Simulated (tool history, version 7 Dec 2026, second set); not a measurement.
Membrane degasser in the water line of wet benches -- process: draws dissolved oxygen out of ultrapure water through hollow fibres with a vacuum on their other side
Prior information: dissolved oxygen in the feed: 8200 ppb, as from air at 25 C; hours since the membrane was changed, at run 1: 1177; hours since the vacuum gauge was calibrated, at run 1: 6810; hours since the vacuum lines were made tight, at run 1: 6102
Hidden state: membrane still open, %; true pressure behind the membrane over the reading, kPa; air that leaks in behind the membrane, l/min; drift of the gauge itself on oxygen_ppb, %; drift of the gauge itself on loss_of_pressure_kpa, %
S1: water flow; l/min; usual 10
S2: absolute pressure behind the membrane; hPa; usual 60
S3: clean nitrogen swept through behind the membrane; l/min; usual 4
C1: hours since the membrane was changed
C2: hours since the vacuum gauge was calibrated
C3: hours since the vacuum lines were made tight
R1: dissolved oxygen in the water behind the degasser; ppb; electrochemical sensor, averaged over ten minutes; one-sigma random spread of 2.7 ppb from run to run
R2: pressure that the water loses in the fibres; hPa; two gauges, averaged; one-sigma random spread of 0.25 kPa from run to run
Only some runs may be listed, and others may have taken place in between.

{"run": 1, "day": 0.0, "S1": 10, "S2": 60, "S3": 4, "C1": 1177, "C2": 6810, "C3": 6102, "R1": 284.1, "R2": 675.9}
{"run": 2, "day": 1.433, "S1": 10, "S2": 60, "S3": 4, "C1": 1211, "C2": 6844, "C3": 6137, "R1": 288.5, "R2": 672.5}
{"run": 3, "day": 3.0, "S1": 10, "S2": 60, "S3": 4, "C1": 1249, "C2": 6882, "C3": 6174, "R1": 286.5, "R2": 668}
{"run": 4, "day": 4.583, "S1": 10, "S2": 60, "S3": 4, "C1": 1287, "C2": 6920, "C3": 6212, "R1": 286.2, "R2": 674.9}
{"day": 4.842, "done": "vacuum gauge calibrated"}
{"run": 5, "day": 6.992, "S1": 10, "S2": 60, "S3": 4, "C1": 1344, "C2": 52, "C3": 6269, "R1": 285.3, "R2": 673.6}
{"run": 6, "day": 8.642, "S1": 10, "S2": 41.3, "S3": 2.44, "C1": 1384, "C2": 91, "C3": 6309, "R1": 283, "R2": 681.9}
{"run": 7, "day": 11.017, "S1": 9, "S2": 60.4, "S3": 2.66, "C1": 1441, "C2": 148, "C3": 6366, "R1": 260.1, "R2": 607.6}
{"run": 8, "day": 12.471, "S1": 9, "S2": 60.4, "S3": 2.66, "C1": 1476, "C2": 183, "C3": 6401, "R1": 259.2, "R2": 606.4}
{"day": 14.0, "done": "vacuum gauge calibrated, once more"}
{"run": 9, "day": 14.925, "S1": 9, "S2": 60.4, "S3": 2.66, "C1": 1534, "C2": 22, "C3": 6459, "R1": 255, "R2": 606.8}
{"run": 10, "day": 17.262, "S1": 13, "S2": 47.9, "S3": 6.61, "C1": 1590, "C2": 78, "C3": 6515, "R1": 380.3, "R2": 880.7}

Branching from run 10: 3 alternative next runs. What would each branch give?
{"run": "A", "day": 19.321, "S1": 12, "S2": 60, "S3": 4, "C1": 1640, "C2": 128, "C3": 6565, "R1": "?", "R2": "?"}
{"run": "B", "day": 19.321, "S1": 8, "S2": 128.7, "S3": 5.28, "C1": 1640, "C2": 128, "C3": 6565, "R1": "?", "R2": "?"}
{"run": "C", "day": 19.321, "S1": 10, "S2": 60, "S3": 11.84, "C1": 1640, "C2": 128, "C3": 6565, "R1": "?", "R2": "?"}

run=A R1=360.8 R2=809.8
run=B R1=235.6 R2=551.2
run=C R1=279.9 R2=674.6
With the hidden condition removed and each run's random variation left untouched, the same runs would have given:
run=A R1=345.2 R2=798.9
run=B R1=223.1 R2=543.8
run=C R1=267 R2=665.5
